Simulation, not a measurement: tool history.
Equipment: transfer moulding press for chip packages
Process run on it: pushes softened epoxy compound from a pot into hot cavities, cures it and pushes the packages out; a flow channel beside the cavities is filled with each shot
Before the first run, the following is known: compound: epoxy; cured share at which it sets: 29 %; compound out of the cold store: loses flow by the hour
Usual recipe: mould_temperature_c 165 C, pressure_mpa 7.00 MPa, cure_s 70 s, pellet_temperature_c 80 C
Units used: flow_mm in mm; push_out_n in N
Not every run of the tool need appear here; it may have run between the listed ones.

run	day	mould_temperature_c	pressure_mpa	cure_s	pellet_temperature_c	incoming compound's hours out of the cold store	flow_mm	push_out_n
1	0.000	165	7.00	70	80	8.4	966	690
2	0.412	165	7.00	70	80	28.5	845	630
3	0.725	165	7.00	70	80	43.7	775	635
# day 1.075: cavities cleaned with cleaning compound and waxed
4	1.100	165	6.40	70	80	19.1	853	761
5	1.488	165	8.56	70	80	23.6	961	769
6	1.988	165	7.00	70	80	39.8	786	714
7	2.442	165	7.00	70	80	44.7	764	711
8	2.983	166	7.00	70	80	20.3	882	764
9	3.271	166	7.00	70	80	22.8	868	742
# day 3.471: cavities cleaned with cleaning compound and waxed, once more
10	3.738	165	7.00	70	80	43.9	764	526
11	4.083	165	7.00	70	80	21.4	876	592
12	4.550	165	7.00	70	80	31.6	819	586
13	4.862	165	7.00	70	80	30.2	828	606
14	5.433	165	7.00	70	80	26.8	838	665
# day 5.838: cavities cleaned with cleaning compound and waxed
15	6.008	165	8.11	70	80	15.8	968	544

The next listed run, before its measurement:
16	6.288	165	8.11	70	80	10.2	?	?

Logged for run 16: flow_mm 1000 mm, push_out_n 594 N.
On a tool with no hidden condition, and with the same random variation, this run would have come out at flow_mm 1022 mm, push_out_n 557 N.
